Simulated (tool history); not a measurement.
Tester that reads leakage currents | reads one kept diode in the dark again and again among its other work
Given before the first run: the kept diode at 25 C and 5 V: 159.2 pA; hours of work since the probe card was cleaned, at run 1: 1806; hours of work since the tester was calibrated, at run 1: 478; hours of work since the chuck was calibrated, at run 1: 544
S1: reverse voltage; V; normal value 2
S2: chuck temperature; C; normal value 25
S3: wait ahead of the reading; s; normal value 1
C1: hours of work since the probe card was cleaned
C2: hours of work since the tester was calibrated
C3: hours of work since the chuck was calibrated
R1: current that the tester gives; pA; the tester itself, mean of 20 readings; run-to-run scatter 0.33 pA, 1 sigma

run   hour    S1  S2    S3    C1    C2    C3      R1
  1      0     2  25     1  1806   478   544  113.77
  2   38.4     2  25     1  1836   508   574  113.57
  3   79.5     2  25     1  1868   541   607  113.39
  4  122.5  9.54  25     1  1902   574   640  235.36
  5    179  9.54  25     1  1946   619   685  238.71
  6  207.7  9.54  25     1  1968   641   707  238.67
  7  269.5  9.54  25     1  2017   690   756   239.7
  8  328.6  9.54  25     1  2063   736   802  238.26
  9  362.9  9.54  25     1  2090   763   829   240.4
 10  412.9     2  25     1  2129   802   868  114.74
 11  445.1  6.32  25     1  2155   827   893  196.76
 12  490.5     2  25     1  2190   863   929  115.05
 13  534.1     2  25     1  2224   897   963  115.04
 14  595.2     2  25  1.25  2272   945  1011  115.01
 15  621.6     2  25  9.45  2293   966  1032  115.07
 16  658.5   1.5  25     1  2322   994  1060  101.77
 17  688.4     2  46     1  2345  1018  1084  587.53
 18  745.8     2  46     1  2390  1063  1129  591.21
 19  771.5     2  46     1  2410  1083  1149  590.66

What will run 20 give?
 20  825.4   2  25   1  2453  1125  1191   ?

Logged for run 20: R1 116.52 pA.
Were there no unlogged condition in the tool, this run, its random variation unchanged, would have produced R1 107.82 pA.
